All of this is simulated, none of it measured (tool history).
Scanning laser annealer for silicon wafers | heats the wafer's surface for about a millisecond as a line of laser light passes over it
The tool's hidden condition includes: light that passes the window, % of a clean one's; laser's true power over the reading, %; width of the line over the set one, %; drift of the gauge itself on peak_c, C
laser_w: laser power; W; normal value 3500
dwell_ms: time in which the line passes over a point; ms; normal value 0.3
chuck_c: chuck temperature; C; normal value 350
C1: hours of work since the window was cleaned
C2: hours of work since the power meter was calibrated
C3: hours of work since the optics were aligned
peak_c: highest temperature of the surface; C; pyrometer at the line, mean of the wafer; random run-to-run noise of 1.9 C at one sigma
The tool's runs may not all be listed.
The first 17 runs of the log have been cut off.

Run 18, hour 449.5: usual settings but dwell_ms 0.346 ms; C1 275; C2 551; C3 213. Result: peak_c 1131 C.
Run 19, hour 469.7: usual settings but dwell_ms 0.346 ms; C1 288; C2 564; C3 226. Result: peak_c 1131 C.
Run 20, hour 487.2: usual settings; C1 299; C2 576; C3 237. Result: peak_c 1080 C.
Run 21, hour 520: usual settings; C1 320; C2 597; C3 258. Result: peak_c 1077 C.
Run 22, hour 536.6: usual settings but chuck_c 329 C; C1 331; C2 608; C3 269. Result: peak_c 1059 C.
Run 23, hour 568.2: usual settings but chuck_c 329 C; C1 351; C2 628; C3 289. Result: peak_c 1056 C.
Run 24, hour 598.2: usual settings but chuck_c 329 C; C1 371; C2 647; C3 308. Result: peak_c 1057 C.
Run 25, hour 624.9: usual settings but chuck_c 329 C; C1 388; C2 664; C3 326. Result: peak_c 1055 C.
Run 26, hour 653.7: usual settings but chuck_c 369 C; C1 406; C2 683; C3 344. Result: peak_c 1096 C.
Run 27, hour 687.5: usual settings but chuck_c 369 C; C1 428; C2 705; C3 366. Result: peak_c 1093 C.
Run 28, hour 708.8: usual settings but laser_w 3433 W, dwell_ms 0.354 ms, chuck_c 352 C; C1 442; C2 718; C3 380. Result: peak_c 1115 C.
Run 29, hour 728.7: usual settings but laser_w 3549 W, dwell_ms 0.272 ms, chuck_c 322 C; C1 455; C2 731; C3 392. Result: peak_c 1022 C.

What will run 30 give?
Run 30, hour 754.5: usual settings but laser_w 3788 W; C1 471; C2 748; C3 409. Result: peak_c ?.

peak_c: 1132 C
With the hidden condition absent and the run-to-run variation left alone, this run would have shown peak_c 1161 C.

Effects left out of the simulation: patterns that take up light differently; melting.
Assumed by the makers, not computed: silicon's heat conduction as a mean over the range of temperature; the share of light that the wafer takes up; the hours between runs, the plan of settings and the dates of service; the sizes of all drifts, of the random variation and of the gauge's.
